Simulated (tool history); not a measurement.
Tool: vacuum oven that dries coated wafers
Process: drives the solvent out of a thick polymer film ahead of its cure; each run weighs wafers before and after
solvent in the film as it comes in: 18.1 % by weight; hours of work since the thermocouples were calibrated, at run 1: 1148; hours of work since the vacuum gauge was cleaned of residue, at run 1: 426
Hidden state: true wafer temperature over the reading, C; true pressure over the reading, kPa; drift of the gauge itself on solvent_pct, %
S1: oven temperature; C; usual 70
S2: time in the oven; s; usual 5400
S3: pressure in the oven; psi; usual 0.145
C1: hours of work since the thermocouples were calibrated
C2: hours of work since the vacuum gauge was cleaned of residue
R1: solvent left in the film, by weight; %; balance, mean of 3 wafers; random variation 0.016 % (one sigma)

run 1 hour=0 | S1=70 S2=5400 S3=0.145 | C1=1148 C2=426 | R1=0.68
run 2 hour=8.8 | S1=70 S2=5400 S3=0.145 | C1=1154 C2=432 | R1=0.7
run 3 hour=24.3 | S1=70 S2=5400 S3=0.145 | C1=1165 C2=443 | R1=0.7
run 4 hour=33.9 | S1=70 S2=5400 S3=0.145 | C1=1171 C2=449 | R1=0.69
-- hour=51.6 oven's thermocouples calibrated
run 5 hour=53.1 | S1=70 S2=5400 S3=0.145 | C1=1 C2=461 | R1=0.93
run 6 hour=61.3 | S1=70 S2=5400 S3=0.145 | C1=7 C2=466 | R1=0.93
run 7 hour=77.3 | S1=70 S2=6480 S3=0.145 | C1=18 C2=477 | R1=0.67
run 8 hour=93.3 | S1=70 S2=6480 S3=0.145 | C1=28 C2=488 | R1=0.66
run 9 hour=102.8 | S1=70 S2=6480 S3=0.145 | C1=35 C2=495 | R1=0.69
run 10 hour=111.8 | S1=70 S2=6480 S3=0.145 | C1=41 C2=501 | R1=0.65
run 11 hour=131.6 | S1=70 S2=6480 S3=0.145 | C1=55 C2=514 | R1=0.67
run 12 hour=151.2 | S1=70 S2=5400 S3=0.145 | C1=68 C2=528 | R1=0.91
run 13 hour=168.7 | S1=70 S2=5400 S3=0.145 | C1=80 C2=540 | R1=0.9
-- hour=171.7 vacuum gauge cleaned of residue and calibrated
run 14 hour=180.2 | S1=79 S2=5400 S3=0.145 | C1=87 C2=6 | R1=0.3
run 15 hour=199 | S1=79 S2=5400 S3=0.145 | C1=100 C2=19 | R1=0.35
run 16 hour=209.6 | S1=70 S2=5400 S3=0.145 | C1=107 C2=26 | R1=0.93
-- hour=221.9 vacuum gauge cleaned of residue and calibrated, once more
run 17 hour=227 | S1=72 S2=5400 S3=0.145 | C1=118 C2=3 | R1=0.58
run 18 hour=241 | S1=70 S2=5400 S3=0.145 | C1=127 C2=13 | R1=0.82
run 19 hour=251.2 | S1=76 S2=5400 S3=0.077 | C1=134 C2=20 | R1=0.2
run 20 hour=260.3 | S1=71 S2=8400 S3=0.145 | C1=140 C2=26 | R1=0.38
run 21 hour=273.2 | S1=63 S2=6540 S3=0.145 | C1=149 C2=35 | R1=1.68
run 22 hour=293.3 | S1=74 S2=7260 S3=0.145 | C1=163 C2=49 | R1=0.32
run 23 hour=313.1 | S1=74 S2=7260 S3=0.145 | C1=177 C2=62 | R1=0.32
run 24 hour=324.4 | S1=74 S2=7260 S3=0.145 | C1=184 C2=70 | R1=0.3
run 25 hour=337.8 | S1=70 S2=5400 S3=0.164 | C1=193 C2=79 | R1=0.85
run 26 hour=355.5 | S1=57 S2=7920 S3=0.306 | C1=206 C2=91 | R1=3.33
run 27 hour=365.6 | S1=85 S2=9540 S3=0.357 | C1=212 C2=98 | R1=0.48
run 28 hour=382.7 | S1=85 S2=9540 S3=0.357 | C1=224 C2=110 | R1=0.45
run 29 hour=396.8 | S1=61 S2=5040 S3=0.329 | C1=234 C2=119 | R1=3.78
run 30 hour=413.5 | S1=65 S2=5400 S3=0.145 | C1=245 C2=131 | R1=1.74
run 31 hour=424.5 | S1=84 S2=5400 S3=0.249 | C1=253 C2=138 | R1=0.32
run 32 hour=437.4 | S1=76 S2=7200 S3=0.126 | C1=261 C2=147 | R1=0.24
run 33 hour=451.2 | S1=63 S2=4380 S3=0.133 | C1=271 C2=157 | R1=3.1
run 34 hour=466.2 | S1=63 S2=4380 S3=0.133 | C1=281 C2=167 | R1=3.12
run 35 hour=486.3 | S1=56 S2=7860 S3=0.239 | C1=295 C2=181 | R1=3.41
run 36 hour=505.5 | S1=70 S2=7740 S3=0.363 | C1=308 C2=194 | R1=0.98

5 ways to go on from here, each from the tool as it stands after run 36. What would each give?
run A hour=520.5 | S1=70 S2=5940 S3=0.287 | C1=318 C2=204 | R1=?
run B hour=520.5 | S1=70 S2=4320 S3=0.097 | C1=318 C2=204 | R1=?
run C hour=520.5 | S1=70 S2=7800 S3=0.313 | C1=318 C2=204 | R1=?
run D hour=520.5 | S1=82 S2=5400 S3=0.145 | C1=318 C2=204 | R1=?
run E hour=520.5 | S1=55 S2=2700 S3=0.16 | C1=318 C2=204 | R1=?

run=A R1=0.97
run=B R1=1.1
run=C R1=0.85
run=D R1=0.24
run=E R1=8.75
Without the tool's hidden state the same runs would have given:
run=A R1=1
run=B R1=1.17
run=C R1=0.85
run=D R1=0.23
run=E R1=8.91
